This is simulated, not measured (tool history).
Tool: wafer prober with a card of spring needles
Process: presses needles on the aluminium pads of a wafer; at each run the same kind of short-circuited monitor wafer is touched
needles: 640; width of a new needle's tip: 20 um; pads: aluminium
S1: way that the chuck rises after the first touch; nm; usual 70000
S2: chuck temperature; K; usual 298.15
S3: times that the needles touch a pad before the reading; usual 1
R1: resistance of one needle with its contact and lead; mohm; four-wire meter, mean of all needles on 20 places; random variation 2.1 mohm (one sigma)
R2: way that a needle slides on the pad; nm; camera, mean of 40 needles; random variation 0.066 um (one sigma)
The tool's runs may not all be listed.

run,hour,S1,S2,S3,R1,R2
1,0.0,70000,298.15,1,224,17630
# hour 1.7: tips cleaned on abrasive film
2,9.2,70000,298.15,1,229,17540
3,21.4,70000,298.15,1,226,17540
# hour 27.8: tips cleaned on abrasive film
4,37.5,70000,298.15,1,227,17550
5,46.2,70000,298.15,1,227,17650
# hour 53.2: tips cleaned on abrasive film
6,58.3,70000,298.15,1,229,17600
7,70.6,70000,298.15,1,225,17520
# hour 79.2: tips cleaned on abrasive film
8,86.1,70000,312.15,1,229,17400
9,95.8,70000,357.15,1,248,17620
# hour 104.4: tips cleaned on abrasive film
10,106.5,70000,357.15,1,243,17560
11,120.9,70000,298.15,1,227,17530
# hour 130.5: tips cleaned on abrasive film
12,132.9,70000,298.15,1,227,17390
13,140.2,70000,298.15,2,225,17410
14,151.3,70000,298.15,2,231,17510
# hour 155.9: tips cleaned on abrasive film
15,165.9,70000,298.15,2,229,17460
16,179.8,70000,298.15,2,226,17450
# hour 181.3: tips cleaned on abrasive film
17,197.0,70000,298.15,1,226,17430
# hour 207.2: tips cleaned on abrasive film
18,208.1,70000,298.15,1,228,17500
19,220.9,78000,326.15,1,232,19480
20,230.9,78000,326.15,1,234,19450
# hour 233.2: tips cleaned on abrasive film
21,248.2,81000,331.15,1,237,20100
# hour 259.1: tips cleaned on abrasive film
22,265.6,75000,306.15,2,224,18620
23,282.8,75000,306.15,2,226,18640
# hour 285.4: tips cleaned on abrasive film
24,299.1,80000,306.15,3,226,20030
# hour 311.1: tips cleaned on abrasive film
25,311.1,70000,342.15,2,240,17430
26,322.9,84000,336.15,2,232,20830
# hour 336.9: tips cleaned on abrasive film
27,336.9,66000,382.15,1,249,16350
28,352.8,66000,382.15,1,253,16300
# hour 362.2: tips cleaned on abrasive film
29,363.5,63000,382.15,2,251,15590
30,374.6,70000,298.15,1,226,17210
31,382.9,70000,328.15,2,234,17300
# hour 387.6: tips cleaned on abrasive film
32,397.1,70000,326.15,1,235,17270
# hour 413.1: tips cleaned on abrasive film
33,413.1,70000,307.15,2,232,17330
34,429.6,90000,344.15,1,232,22220

Forecast each of these 3 alternatives for the next run:
# hour 438.6: tips cleaned on abrasive film
A,438.6,63000,344.15,1,?,?
# hour 438.6: tips cleaned on abrasive film
B,438.6,54000,326.15,1,?,?
# hour 438.6: tips cleaned on abrasive film
C,438.6,59000,310.15,1,?,?

run,R1,R2
A,243,15520
B,238,13290
C,233,14580
Without the tool's hidden state the same runs would have given:
run,R1,R2
A,243,15840
B,238,13570
C,233,14880
